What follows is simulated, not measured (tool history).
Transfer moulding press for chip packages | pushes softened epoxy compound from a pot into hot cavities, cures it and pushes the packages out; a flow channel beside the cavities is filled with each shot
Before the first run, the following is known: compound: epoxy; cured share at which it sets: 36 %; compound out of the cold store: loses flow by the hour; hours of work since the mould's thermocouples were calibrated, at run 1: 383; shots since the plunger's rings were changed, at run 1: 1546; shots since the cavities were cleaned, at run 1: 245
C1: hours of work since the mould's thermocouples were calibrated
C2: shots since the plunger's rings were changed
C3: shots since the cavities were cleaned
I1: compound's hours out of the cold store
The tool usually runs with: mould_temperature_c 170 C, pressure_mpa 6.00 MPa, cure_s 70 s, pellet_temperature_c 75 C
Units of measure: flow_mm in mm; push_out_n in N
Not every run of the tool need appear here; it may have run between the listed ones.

Run 1, hour 0.0: usual settings; C1 383; C2 1546; C3 245; I1 30.3. Result: flow_mm 527 mm, push_out_n 361 N.
At hour 12.4: cavities cleaned with cleaning compound and waxed.
At hour 37.6: cavities cleaned with cleaning compound and waxed.
Run 2, hour 38.2: usual settings; C1 409; C2 2174; C3 10; I1 33.1. Result: flow_mm 520 mm, push_out_n 344 N.
At hour 64.0: cavities cleaned with cleaning compound and waxed.
At hour 72.1: plunger's sealing rings changed.
At hour 91.5: cavities cleaned with cleaning compound and waxed.
Run 3, hour 91.6: usual settings; C1 445; C2 322; C3 2; I1 29.0. Result: flow_mm 529 mm, push_out_n 332 N.
At hour 118.2: cavities cleaned with cleaning compound and waxed.
Run 4, hour 128.0: usual settings; C1 472; C2 944; C3 173; I1 22.9. Result: flow_mm 551 mm, push_out_n 354 N.
At hour 142.2: cavities cleaned with cleaning compound and waxed.
Run 5, hour 157.7: usual settings; C1 493; C2 1448; C3 276; I1 36.5. Result: flow_mm 510 mm, push_out_n 334 N.
At hour 168.0: cavities cleaned with cleaning compound and waxed.
At hour 193.3: cavities cleaned with cleaning compound and waxed.
Run 6, hour 209.2: usual settings; C1 529; C2 2313; C3 284; I1 11.9. Result: flow_mm 581 mm, push_out_n 385 N.
At hour 217.9: cavities cleaned with cleaning compound and waxed.
At hour 235.6: plunger's sealing rings changed.
At hour 245.6: cavities cleaned with cleaning compound and waxed.
Run 7, hour 258.2: usual settings; C1 562; C2 378; C3 225; I1 23.5. Result: flow_mm 547 mm, push_out_n 353 N.
At hour 271.8: cavities cleaned with cleaning compound and waxed.
At hour 286.7: mould's thermocouples calibrated.
At hour 301.3: cavities cleaned with cleaning compound and waxed.
Run 8, hour 318.7: usual settings; C1 23; C2 1367; C3 309; I1 10.9. Result: flow_mm 583 mm, push_out_n 370 N.
At hour 326.0: cavities cleaned with cleaning compound and waxed.
At hour 350.3: cavities cleaned with cleaning compound and waxed.
At hour 379.0: cavities cleaned with cleaning compound and waxed.
Run 9, hour 387.6: usual settings; C1 71; C2 2517; C3 153; I1 22.5. Result: flow_mm 550 mm, push_out_n 349 N.
At hour 401.2: plunger's sealing rings changed.
At hour 407.0: cavities cleaned with cleaning compound and waxed.
Run 10, hour 423.0: usual settings; C1 95; C2 362; C3 285; I1 14.9. Result: flow_mm 571 mm, push_out_n 365 N.
At hour 434.1: cavities cleaned with cleaning compound and waxed.
At hour 458.3: cavities cleaned with cleaning compound and waxed.
Run 11, hour 458.3: usual settings; C1 119; C2 939; C3 0; I1 15.3. Result: flow_mm 571 mm, push_out_n 375 N.
At hour 485.1: cavities cleaned with cleaning compound and waxed.
Run 12, hour 503.7: usual settings but cure_s 86 s; C1 152; C2 1723; C3 332; I1 9.5. Result: flow_mm 588 mm, push_out_n 276 N.
At hour 509.5: cavities cleaned with cleaning compound and waxed.
At hour 534.4: cavities cleaned with cleaning compound and waxed.
At hour 561.8: plunger's sealing rings changed.
At hour 563.3: cavities cleaned with cleaning compound and waxed.
Run 13, hour 565.0: usual settings but mould_temperature_c 163 C, cure_s 103 s; C1 193; C2 30; C3 30; I1 32.7. Result: flow_mm 536 mm, push_out_n 299 N.
At hour 590.9: cavities cleaned with cleaning compound and waxed.
Run 14, hour 598.7: usual settings but pressure_mpa 6.69 MPa; C1 217; C2 604; C3 139; I1 29.0. Result: flow_mm 562 mm, push_out_n 354 N.
At hour 616.3: cavities cleaned with cleaning compound and waxed.
Run 15, hour 637.7: usual settings but mould_temperature_c 176 C, cure_s 74 s; C1 246; C2 1274; C3 383; I1 21.8. Result: flow_mm 540 mm, push_out_n 285 N.
At hour 643.4: cavities cleaned with cleaning compound and waxed.
At hour 669.9: cavities cleaned with cleaning compound and waxed.
Run 16, hour 672.4: usual settings but mould_temperature_c 163 C, pressure_mpa 5.09 MPa, cure_s 84 s, pellet_temperature_c 66 C; C1 269; C2 1839; C3 45; I1 21.8. Result: flow_mm 520 mm, push_out_n 426 N.
At hour 697.4: cavities cleaned with cleaning compound and waxed.
Run 17, hour 705.3: usual settings but mould_temperature_c 163 C, pressure_mpa 5.09 MPa, cure_s 84 s, pellet_temperature_c 66 C; C1 293; C2 2401; C3 141; I1 23.7. Result: flow_mm 517 mm, push_out_n 414 N.
At hour 722.4: plunger's sealing rings changed.
At hour 723.9: cavities cleaned with cleaning compound and waxed.
At hour 748.4: cavities cleaned with cleaning compound and waxed.
Run 18, hour 750.6: usual settings but mould_temperature_c 165 C, pressure_mpa 5.31 MPa, cure_s 83 s, pellet_temperature_c 73 C; C1 323; C2 448; C3 38; I1 45.3. Result: flow_mm 468 mm, push_out_n 354 N.
At hour 775.6: cavities cleaned with cleaning compound and waxed.
At hour 800.5: cavities cleaned with cleaning compound and waxed.
Run 19, hour 810.5: usual settings but mould_temperature_c 165 C, pressure_mpa 5.31 MPa, cure_s 83 s, pellet_temperature_c 73 C; C1 366; C2 1464; C3 178; I1 13.7. Result: flow_mm 556 mm, push_out_n 370 N.
At hour 826.5: cavities cleaned with cleaning compound and waxed.
At hour 852.9: cavities cleaned with cleaning compound and waxed.
Run 20, hour 852.9: usual settings but mould_temperature_c 173 C, pressure_mpa 5.31 MPa, cure_s 83 s, pellet_temperature_c 80 C; C1 395; C2 2168; C3 0; I1 33.9. Result: flow_mm 480 mm, push_out_n 278 N.
At hour 879.3: cavities cleaned with cleaning compound and waxed.
At hour 886.3: plunger's sealing rings changed.
Run 21, hour 886.3: usual settings but mould_temperature_c 173 C, pressure_mpa 5.31 MPa, cure_s 83 s, pellet_temperature_c 80 C; C1 417; C2 0; C3 80; I1 35.9. Result: flow_mm 478 mm, push_out_n 275 N.
At hour 906.9: cavities cleaned with cleaning compound and waxed.
Run 22, hour 921.2: usual settings but mould_temperature_c 167 C, pressure_mpa 7.49 MPa; C1 443; C2 597; C3 256; I1 27.1. Result: flow_mm 609 mm, push_out_n 437 N.
At hour 931.5: cavities cleaned with cleaning compound and waxed.
Run 23, hour 951.3: usual settings but cure_s 73 s, pellet_temperature_c 79 C; C1 464; C2 1106; C3 353; I1 40.1. Result: flow_mm 502 mm, push_out_n 329 N.

Take each entry between the runs: how does the hidden state at the last listed run before it differ from the hidden state at the first listed run after it?
In the gap between runs 1 and 2: cavities cleaned with cleaning compound and waxed (hour 12.4); cavities cleaned with cleaning compound and waxed (hour 37.6)
  pressure that reaches the compound, % of what is set: 99.84 -> 99.77; grip of the stained cavities, % over clean ones': 1.2 -> 0.1
In the gap between runs 2 and 3: cavities cleaned with cleaning compound and waxed (hour 64.0); plunger's sealing rings changed (hour 72.1); cavities cleaned with cleaning compound and waxed (hour 91.5)
  pressure that reaches the compound, % of what is set: 99.77 -> 99.95; grip of the stained cavities, % over clean ones': 0.1 -> 0
In the gap between runs 3 and 4: cavities cleaned with cleaning compound and waxed (hour 118.2)
  pressure that reaches the compound, % of what is set: 99.95 -> 99.89; grip of the stained cavities, % over clean ones': 0 -> 0.8
In the gap between runs 4 and 5: cavities cleaned with cleaning compound and waxed (hour 142.2)
  pressure that reaches the compound, % of what is set: 99.89 -> 99.83; grip of the stained cavities, % over clean ones': 0.8 -> 1.3
In the gap between runs 5 and 6: cavities cleaned with cleaning compound and waxed (hour 168.0); cavities cleaned with cleaning compound and waxed (hour 193.3)
  pressure that reaches the compound, % of what is set: 99.83 -> 99.74
In the gap between runs 6 and 7: cavities cleaned with cleaning compound and waxed (hour 217.9); plunger's sealing rings changed (hour 235.6); cavities cleaned with cleaning compound and waxed (hour 245.6)
  pressure that reaches the compound, % of what is set: 99.74 -> 99.96; grip of the stained cavities, % over clean ones': 1.3 -> 1.2
In the gap between runs 7 and 8: cavities cleaned with cleaning compound and waxed (hour 271.8); mould's thermocouples calibrated (hour 286.7); cavities cleaned with cleaning compound and waxed (hour 301.3)
  true mould temperature over the reading, C: 0.01 -> 0; pressure that reaches the compound, % of what is set: 99.96 -> 99.85; grip of the stained cavities, % over clean ones': 1.2 -> 1.4
In the gap between runs 8 and 9: cavities cleaned with cleaning compound and waxed (hour 326.0); cavities cleaned with cleaning compound and waxed (hour 350.3); cavities cleaned with cleaning compound and waxed (hour 379.0)
  pressure that reaches the compound, % of what is set: 99.85 -> 99.72; grip of the stained cavities, % over clean ones': 1.4 -> 0.8
In the gap between runs 9 and 10: plunger's sealing rings changed (hour 401.2); cavities cleaned with cleaning compound and waxed (hour 407.0)
  pressure that reaches the compound, % of what is set: 99.72 -> 99.96; grip of the stained cavities, % over clean ones': 0.8 -> 1.3
In the gap between runs 10 and 11: cavities cleaned with cleaning compound and waxed (hour 434.1); cavities cleaned with cleaning compound and waxed (hour 458.3)
  pressure that reaches the compound, % of what is set: 99.96 -> 99.89; grip of the stained cavities, % over clean ones': 1.3 -> 0
In the gap between runs 11 and 12: cavities cleaned with cleaning compound and waxed (hour 485.1)
  pressure that reaches the compound, % of what is set: 99.89 -> 99.8; grip of the stained cavities, % over clean ones': 0 -> 1.4
In the gap between runs 12 and 13: cavities cleaned with cleaning compound and waxed (hour 509.5); cavities cleaned with cleaning compound and waxed (hour 534.4); plunger's sealing rings changed (hour 561.8); cavities cleaned with cleaning compound and waxed (hour 563.3)
  pressure that reaches the compound, % of what is set: 99.8 -> 99.98; grip of the stained cavities, % over clean ones': 1.4 -> 0.2
In the gap between runs 13 and 14: cavities cleaned with cleaning compound and waxed (hour 590.9)
  pressure that reaches the compound, % of what is set: 99.98 -> 99.92; grip of the stained cavities, % over clean ones': 0.2 -> 0.8
In the gap between runs 14 and 15: cavities cleaned with cleaning compound and waxed (hour 616.3)
  true mould temperature over the reading, C: 0 -> 0.01; pressure that reaches the compound, % of what is set: 99.92 -> 99.84; grip of the stained cavities, % over clean ones': 0.8 -> 1.7
In the gap between runs 15 and 16: cavities cleaned with cleaning compound and waxed (hour 643.4); cavities cleaned with cleaning compound and waxed (hour 669.9)
  pressure that reaches the compound, % of what is set: 99.84 -> 99.77; grip of the stained cavities, % over clean ones': 1.7 -> 0.4
In the gap between runs 16 and 17: cavities cleaned with cleaning compound and waxed (hour 697.4)
  pressure that reaches the compound, % of what is set: 99.77 -> 99.72; grip of the stained cavities, % over clean ones': 0.4 -> 0.6
In the gap between runs 17 and 18: plunger's sealing rings changed (hour 722.4); cavities cleaned with cleaning compound and waxed (hour 723.9); cavities cleaned with cleaning compound and waxed (hour 748.4)
  pressure that reaches the compound, % of what is set: 99.72 -> 99.94; grip of the stained cavities, % over clean ones': 0.6 -> 0.3
In the gap between runs 18 and 19: cavities cleaned with cleaning compound and waxed (hour 775.6); cavities cleaned with cleaning compound and waxed (hour 800.5)
  pressure that reaches the compound, % of what is set: 99.94 -> 99.83; grip of the stained cavities, % over clean ones': 0.3 -> 0.8
In the gap between runs 19 and 20: cavities cleaned with cleaning compound and waxed (hour 826.5); cavities cleaned with cleaning compound and waxed (hour 852.9)
  pressure that reaches the compound, % of what is set: 99.83 -> 99.76; grip of the stained cavities, % over clean ones': 0.8 -> 0
In the gap between runs 20 and 21: cavities cleaned with cleaning compound and waxed (hour 879.3); plunger's sealing rings changed (hour 886.3)
  pressure that reaches the compound, % of what is set: 99.76 -> 100; grip of the stained cavities, % over clean ones': 0 -> 0.5
In the gap between runs 21 and 22: cavities cleaned with cleaning compound and waxed (hour 906.9)
  pressure that reaches the compound, % of what is set: 100 -> 99.93; grip of the stained cavities, % over clean ones': 0.5 -> 1.2
In the gap between runs 22 and 23: cavities cleaned with cleaning compound and waxed (hour 931.5)
  pressure that reaches the compound, % of what is set: 99.93 -> 99.88; grip of the stained cavities, % over clean ones': 1.2 -> 1.6
